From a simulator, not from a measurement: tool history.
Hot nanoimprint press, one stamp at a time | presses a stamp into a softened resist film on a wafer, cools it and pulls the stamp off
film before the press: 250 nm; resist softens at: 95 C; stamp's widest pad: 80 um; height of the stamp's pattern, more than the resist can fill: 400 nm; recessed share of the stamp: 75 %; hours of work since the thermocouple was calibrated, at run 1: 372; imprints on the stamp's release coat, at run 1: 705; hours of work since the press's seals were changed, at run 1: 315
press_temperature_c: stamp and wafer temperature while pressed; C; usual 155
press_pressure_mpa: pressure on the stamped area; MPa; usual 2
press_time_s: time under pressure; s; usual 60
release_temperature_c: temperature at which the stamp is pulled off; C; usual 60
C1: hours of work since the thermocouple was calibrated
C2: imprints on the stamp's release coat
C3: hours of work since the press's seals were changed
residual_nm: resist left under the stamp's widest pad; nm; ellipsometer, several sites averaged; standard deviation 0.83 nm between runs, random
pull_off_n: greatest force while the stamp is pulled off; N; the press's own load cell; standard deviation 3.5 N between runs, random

run 1 hour=0 | press_temperature_c=155 press_pressure_mpa=2 press_time_s=60 release_temperature_c=60 | C1=372 C2=705 C3=315 | residual_nm=147 pull_off_n=197
run 2 hour=19.1 | press_temperature_c=155 press_pressure_mpa=2 press_time_s=60 release_temperature_c=60 | C1=384 C2=765 C3=328 | residual_nm=148.8 pull_off_n=207
run 3 hour=42.6 | press_temperature_c=155 press_pressure_mpa=2 press_time_s=60 release_temperature_c=60 | C1=400 C2=840 C3=344 | residual_nm=147 pull_off_n=208
run 4 hour=67.7 | press_temperature_c=155 press_pressure_mpa=2 press_time_s=60 release_temperature_c=60 | C1=417 C2=919 C3=361 | residual_nm=148.1 pull_off_n=215
run 5 hour=80.7 | press_temperature_c=155 press_pressure_mpa=2 press_time_s=60 release_temperature_c=60 | C1=426 C2=960 C3=369 | residual_nm=148 pull_off_n=217
-- hour=85.6 plate thermocouple calibrated
run 6 hour=111.5 | press_temperature_c=155 press_pressure_mpa=2 press_time_s=60 release_temperature_c=60 | C1=17 C2=1048 C3=388 | residual_nm=141.4 pull_off_n=213
run 7 hour=135.4 | press_temperature_c=155 press_pressure_mpa=2 press_time_s=60 release_temperature_c=60 | C1=34 C2=1124 C3=404 | residual_nm=142.6 pull_off_n=216
run 8 hour=164.4 | press_temperature_c=155 press_pressure_mpa=2 press_time_s=60 release_temperature_c=60 | C1=53 C2=1215 C3=424 | residual_nm=142.1 pull_off_n=225
run 9 hour=192.4 | press_temperature_c=155 press_pressure_mpa=2 press_time_s=75 release_temperature_c=60 | C1=72 C2=1304 C3=443 | residual_nm=133.3 pull_off_n=229
run 10 hour=219.4 | press_temperature_c=155 press_pressure_mpa=2 press_time_s=44 release_temperature_c=60 | C1=91 C2=1389 C3=461 | residual_nm=155 pull_off_n=228
run 11 hour=242.8 | press_temperature_c=145 press_pressure_mpa=2.56 press_time_s=60 release_temperature_c=60 | C1=106 C2=1463 C3=477 | residual_nm=166.9 pull_off_n=237
run 12 hour=261.5 | press_temperature_c=145 press_pressure_mpa=2.56 press_time_s=60 release_temperature_c=60 | C1=119 C2=1522 C3=490 | residual_nm=169.1 pull_off_n=231
run 13 hour=282.6 | press_temperature_c=145 press_pressure_mpa=2.56 press_time_s=60 release_temperature_c=60 | C1=133 C2=1589 C3=504 | residual_nm=168.9 pull_off_n=243
run 14 hour=310.5 | press_temperature_c=145 press_pressure_mpa=2.56 press_time_s=60 release_temperature_c=60 | C1=152 C2=1677 C3=523 | residual_nm=169.2 pull_off_n=253
-- hour=322.1 stamp cleaned and given a new release coat
run 15 hour=344.7 | press_temperature_c=155 press_pressure_mpa=2 press_time_s=60 release_temperature_c=57 | C1=171 C2=71 C3=542 | residual_nm=145.9 pull_off_n=171
run 16 hour=359.4 | press_temperature_c=155 press_pressure_mpa=2 press_time_s=60 release_temperature_c=57 | C1=181 C2=118 C3=552 | residual_nm=144.4 pull_off_n=183
run 17 hour=372.8 | press_temperature_c=155 press_pressure_mpa=2 press_time_s=31 release_temperature_c=56 | C1=190 C2=160 C3=561 | residual_nm=170.7 pull_off_n=180
run 18 hour=399.5 | press_temperature_c=155 press_pressure_mpa=2 press_time_s=31 release_temperature_c=56 | C1=208 C2=244 C3=579 | residual_nm=173.2 pull_off_n=195

Hidden state or all else? Some run-to-run changes of residual_nm, split into what the settings, what came in and random variation would give without the hidden state, and what is left for the hidden state (with any gauge scatter that isn't in both results):
Hidden conditions of the tool in this case: true temperature over the reading, C; pressure that arrives at the usual setting, %; grip of the stamp's worn release coat, % over a new coat's; drift of the gauge itself on residual_nm, %; drift of the gauge itself on pull_off_n, %.
Run 5 -> 6: plate thermocouple calibrated. residual_nm -6.6 nm: hidden state -6.7, all else +0.1.
Run 16 -> 17: press_time_s 60 -> 31, release_temperature_c 57 -> 56. residual_nm +26.3 nm: hidden state +0, all else +26.3.

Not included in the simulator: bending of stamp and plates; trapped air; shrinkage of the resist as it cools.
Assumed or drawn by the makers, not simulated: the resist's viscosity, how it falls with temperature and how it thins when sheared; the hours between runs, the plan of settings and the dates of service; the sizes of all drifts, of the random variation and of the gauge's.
